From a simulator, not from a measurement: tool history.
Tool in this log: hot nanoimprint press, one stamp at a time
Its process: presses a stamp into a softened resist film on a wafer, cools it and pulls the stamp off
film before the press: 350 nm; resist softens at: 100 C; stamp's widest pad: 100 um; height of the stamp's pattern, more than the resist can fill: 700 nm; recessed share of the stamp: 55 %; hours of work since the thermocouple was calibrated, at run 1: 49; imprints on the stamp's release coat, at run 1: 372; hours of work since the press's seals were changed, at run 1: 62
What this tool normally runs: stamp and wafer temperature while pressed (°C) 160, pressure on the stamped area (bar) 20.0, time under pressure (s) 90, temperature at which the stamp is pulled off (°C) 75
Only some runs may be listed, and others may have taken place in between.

run	day	stamp and wafer temperature while pressed (°C)	pressure on the stamped area (bar)	time under pressure (s)	temperature at which the stamp is pulled off (°C)	hours of work since the thermocouple was calibrated	imprints on the stamp's release coat	hours of work since the press's seals were changed	resist left under the stamp's widest pad (nm)	greatest force while the stamp is pulled off (N)
1	0.000	160	20.0	90	75	49	372	62	132.2	169
2	0.221	160	20.0	49	75	52	388	65	165.4	161
3	0.496	160	20.0	49	75	56	409	69	164.6	164
4	0.667	160	20.0	90	75	58	421	71	131.7	165
5	1.025	160	20.0	90	75	63	448	76	132.2	165
6	1.329	160	20.0	90	75	67	471	80	132.9	167
7	1.575	160	20.0	90	75	70	489	84	132.3	171
8	1.788	160	20.0	90	75	73	505	87	132.7	165
9	2.196	160	20.0	90	75	79	535	92	132.1	172
10	2.588	160	20.0	151	75	84	564	97	109.2	168
11	2.812	160	20.0	51	75	87	581	100	163.5	164
12	3.138	160	20.0	51	75	92	605	105	163.9	177
# day 3.292: plate thermocouple calibrated
13	3.446	160	20.0	90	79	2	619	107	134.2	155
14	3.804	160	20.0	90	79	7	646	112	134.3	155
15	4.000	160	20.0	90	79	10	660	115	134.0	163
# day 4.271: plate thermocouple calibrated, once more
16	4.396	160	20.0	90	79	2	680	119	131.1	154
17	4.617	160	20.0	90	79	5	697	121	130.7	157
18	5.004	154	19.0	54	75	10	726	127	196.6	179
19	5.258	154	19.4	69	75	13	745	130	180.5	176
20	5.558	154	19.4	69	75	17	767	134	180.4	180
21	5.792	154	19.4	69	75	21	784	137	181.4	186
22	6.121	154	15.4	171	77	25	809	142	147.1	169
23	6.450	167	27.3	57	71	30	833	146	103.5	204
24	6.783	167	20.9	57	71	34	858	151	121.5	206
25	6.975	167	20.9	57	71	37	873	154	120.4	201
26	7.221	167	20.9	57	71	40	891	157	120.5	199
27	7.454	160	17.1	68	75	43	908	160	157.5	186
28	7.846	149	20.0	90	70	49	937	165	195.0	223
29	8.192	170	26.5	53	63	53	963	170	99.7	266

What if the next run were any one of these 4? Each begins from the tool's condition after run 29:
A	8.425	160	20.0	64	75	56	980	173	?	?
B	8.425	170	28.3	53	63	56	980	173	?	?
C	8.425	164	18.3	111	63	56	980	173	?	?
D	8.425	154	28.2	112	75	56	980	173	?	?

run	resist left under the stamp's widest pad (nm)	greatest force while the stamp is pulled off (N)
A	150.2	192
B	96.2	256
C	111.2	254
D	126.9	185
Without the tool's unlogged condition, the same runs would have read:
run	resist left under the stamp's widest pad (nm)	greatest force while the stamp is pulled off (N)
A	148.8	141
B	95.2	189
C	110.1	188
D	125.5	137

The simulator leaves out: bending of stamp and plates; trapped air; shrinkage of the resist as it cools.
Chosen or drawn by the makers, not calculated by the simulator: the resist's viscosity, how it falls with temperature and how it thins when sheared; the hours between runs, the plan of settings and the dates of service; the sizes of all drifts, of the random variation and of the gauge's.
